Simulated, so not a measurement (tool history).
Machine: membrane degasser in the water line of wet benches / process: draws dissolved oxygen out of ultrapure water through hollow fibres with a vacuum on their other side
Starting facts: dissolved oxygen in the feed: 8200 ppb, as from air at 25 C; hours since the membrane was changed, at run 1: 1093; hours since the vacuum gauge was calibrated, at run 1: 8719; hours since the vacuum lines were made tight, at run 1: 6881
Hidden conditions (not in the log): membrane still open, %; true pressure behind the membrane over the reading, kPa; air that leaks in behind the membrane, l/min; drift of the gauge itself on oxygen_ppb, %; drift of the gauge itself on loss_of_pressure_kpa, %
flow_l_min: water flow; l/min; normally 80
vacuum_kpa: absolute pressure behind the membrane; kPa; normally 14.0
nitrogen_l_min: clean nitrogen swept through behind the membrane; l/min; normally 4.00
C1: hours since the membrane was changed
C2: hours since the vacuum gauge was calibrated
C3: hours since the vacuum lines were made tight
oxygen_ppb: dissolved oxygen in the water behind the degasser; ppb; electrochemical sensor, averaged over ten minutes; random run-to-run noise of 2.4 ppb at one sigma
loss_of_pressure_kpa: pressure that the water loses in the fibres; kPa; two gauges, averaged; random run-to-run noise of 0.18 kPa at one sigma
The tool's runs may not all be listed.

{"run": 1, "hour": 0.0, "flow_l_min": 80, "vacuum_kpa": 14.0, "nitrogen_l_min": 4.0, "C1": 1093, "C2": 8719, "C3": 6881, "oxygen_ppb": 484.8, "loss_of_pressure_kpa": 32.33}
{"run": 2, "hour": 31.3, "flow_l_min": 80, "vacuum_kpa": 14.0, "nitrogen_l_min": 4.0, "C1": 1125, "C2": 8750, "C3": 6912, "oxygen_ppb": 485.9, "loss_of_pressure_kpa": 32.12}
{"run": 3, "hour": 59.3, "flow_l_min": 80, "vacuum_kpa": 14.0, "nitrogen_l_min": 4.0, "C1": 1153, "C2": 8778, "C3": 6940, "oxygen_ppb": 486.0, "loss_of_pressure_kpa": 32.27}
{"run": 4, "hour": 86.0, "flow_l_min": 80, "vacuum_kpa": 14.0, "nitrogen_l_min": 4.0, "C1": 1179, "C2": 8805, "C3": 6967, "oxygen_ppb": 482.2, "loss_of_pressure_kpa": 31.87}
{"hour": 89.9, "done": "vacuum gauge calibrated"}
{"run": 5, "hour": 137.4, "flow_l_min": 80, "vacuum_kpa": 14.0, "nitrogen_l_min": 5.01, "C1": 1230, "C2": 48, "C3": 7018, "oxygen_ppb": 386.7, "loss_of_pressure_kpa": 32.08}
{"run": 6, "hour": 166.3, "flow_l_min": 80, "vacuum_kpa": 14.0, "nitrogen_l_min": 2.83, "C1": 1259, "C2": 76, "C3": 7047, "oxygen_ppb": 621.4, "loss_of_pressure_kpa": 32.34}
{"run": 7, "hour": 198.3, "flow_l_min": 80, "vacuum_kpa": 14.0, "nitrogen_l_min": 2.83, "C1": 1291, "C2": 108, "C3": 7079, "oxygen_ppb": 618.3, "loss_of_pressure_kpa": 32.18}
{"run": 8, "hour": 241.5, "flow_l_min": 80, "vacuum_kpa": 14.0, "nitrogen_l_min": 4.0, "C1": 1334, "C2": 152, "C3": 7122, "oxygen_ppb": 465.9, "loss_of_pressure_kpa": 32.47}
{"run": 9, "hour": 279.9, "flow_l_min": 80, "vacuum_kpa": 14.0, "nitrogen_l_min": 4.0, "C1": 1373, "C2": 190, "C3": 7160, "oxygen_ppb": 466.1, "loss_of_pressure_kpa": 32.42}
{"run": 10, "hour": 313.8, "flow_l_min": 80, "vacuum_kpa": 14.0, "nitrogen_l_min": 4.0, "C1": 1407, "C2": 224, "C3": 7194, "oxygen_ppb": 467.5, "loss_of_pressure_kpa": 32.33}
{"run": 11, "hour": 350.0, "flow_l_min": 80, "vacuum_kpa": 14.0, "nitrogen_l_min": 4.0, "C1": 1443, "C2": 260, "C3": 7230, "oxygen_ppb": 465.4, "loss_of_pressure_kpa": 32.48}
{"run": 12, "hour": 393.8, "flow_l_min": 80, "vacuum_kpa": 14.0, "nitrogen_l_min": 4.0, "C1": 1487, "C2": 304, "C3": 7274, "oxygen_ppb": 465.1, "loss_of_pressure_kpa": 32.63}
{"run": 13, "hour": 421.8, "flow_l_min": 80, "vacuum_kpa": 14.0, "nitrogen_l_min": 4.0, "C1": 1515, "C2": 332, "C3": 7302, "oxygen_ppb": 469.5, "loss_of_pressure_kpa": 32.61}
{"run": 14, "hour": 453.1, "flow_l_min": 80, "vacuum_kpa": 14.0, "nitrogen_l_min": 4.0, "C1": 1546, "C2": 363, "C3": 7333, "oxygen_ppb": 463.6, "loss_of_pressure_kpa": 32.2}
{"run": 15, "hour": 479.5, "flow_l_min": 64, "vacuum_kpa": 16.3, "nitrogen_l_min": 6.94, "C1": 1572, "C2": 390, "C3": 7360, "oxygen_ppb": 284.9, "loss_of_pressure_kpa": 25.96}
{"run": 16, "hour": 512.0, "flow_l_min": 56, "vacuum_kpa": 25.8, "nitrogen_l_min": 6.94, "C1": 1605, "C2": 422, "C3": 7392, "oxygen_ppb": 421.1, "loss_of_pressure_kpa": 22.46}
{"run": 17, "hour": 553.0, "flow_l_min": 111, "vacuum_kpa": 27.6, "nitrogen_l_min": 4.0, "C1": 1646, "C2": 463, "C3": 7433, "oxygen_ppb": 1277.2, "loss_of_pressure_kpa": 45.29}
{"run": 18, "hour": 581.7, "flow_l_min": 79, "vacuum_kpa": 13.9, "nitrogen_l_min": 4.0, "C1": 1675, "C2": 492, "C3": 7462, "oxygen_ppb": 459.4, "loss_of_pressure_kpa": 31.81}
{"run": 19, "hour": 612.6, "flow_l_min": 90, "vacuum_kpa": 13.3, "nitrogen_l_min": 2.87, "C1": 1705, "C2": 523, "C3": 7493, "oxygen_ppb": 634.2, "loss_of_pressure_kpa": 36.55}
{"run": 20, "hour": 657.2, "flow_l_min": 90, "vacuum_kpa": 13.6, "nitrogen_l_min": 2.73, "C1": 1750, "C2": 567, "C3": 7538, "oxygen_ppb": 677.8, "loss_of_pressure_kpa": 36.5}
{"run": 21, "hour": 687.0, "flow_l_min": 85, "vacuum_kpa": 28.9, "nitrogen_l_min": 4.0, "C1": 1780, "C2": 597, "C3": 7567, "oxygen_ppb": 1086.1, "loss_of_pressure_kpa": 34.3}
{"run": 22, "hour": 709.7, "flow_l_min": 58, "vacuum_kpa": 28.9, "nitrogen_l_min": 5.86, "C1": 1803, "C2": 620, "C3": 7590, "oxygen_ppb": 568.9, "loss_of_pressure_kpa": 23.4}
{"run": 23, "hour": 751.5, "flow_l_min": 53, "vacuum_kpa": 17.0, "nitrogen_l_min": 4.78, "C1": 1844, "C2": 662, "C3": 7632, "oxygen_ppb": 352.0, "loss_of_pressure_kpa": 21.42}
{"run": 24, "hour": 799.1, "flow_l_min": 53, "vacuum_kpa": 34.2, "nitrogen_l_min": 4.78, "C1": 1892, "C2": 709, "C3": 7679, "oxygen_ppb": 754.8, "loss_of_pressure_kpa": 21.64}
{"run": 25, "hour": 823.6, "flow_l_min": 53, "vacuum_kpa": 34.2, "nitrogen_l_min": 4.78, "C1": 1916, "C2": 734, "C3": 7704, "oxygen_ppb": 753.9, "loss_of_pressure_kpa": 21.46}
{"run": 26, "hour": 865.4, "flow_l_min": 114, "vacuum_kpa": 14.0, "nitrogen_l_min": 4.69, "C1": 1958, "C2": 776, "C3": 7746, "oxygen_ppb": 557.8, "loss_of_pressure_kpa": 46.36}
{"run": 27, "hour": 890.6, "flow_l_min": 80, "vacuum_kpa": 14.0, "nitrogen_l_min": 5.65, "C1": 1983, "C2": 801, "C3": 7771, "oxygen_ppb": 348.7, "loss_of_pressure_kpa": 32.26}

Some steps in oxygen_ppb, run to run, broken into two amounts with sign: the step expected even without the hidden condition (settings, incoming material, random variation), and the rest, left for the hidden condition together with whatever gauge scatter is not in both the measured and the hidden-condition-free result:
Run 4 -> 5: nitrogen_l_min 4.00 -> 5.01, vacuum gauge calibrated. oxygen_ppb -95.5 ppb: hidden state -20.1, all else -75.4.
Run 16 -> 17: flow_l_min 56 -> 111, vacuum_kpa 25.8 -> 27.6, nitrogen_l_min 6.94 -> 4.00. oxygen_ppb +856.1 ppb: hidden state +2.4, all else +853.7.
Run 17 -> 18: flow_l_min 111 -> 79, vacuum_kpa 27.6 -> 13.9. oxygen_ppb -817.8 ppb: hidden state -1.8, all else -816.0.
Run 23 -> 24: vacuum_kpa 17.0 -> 34.2. oxygen_ppb +402.8 ppb: hidden state +3.8, all else +399.0.
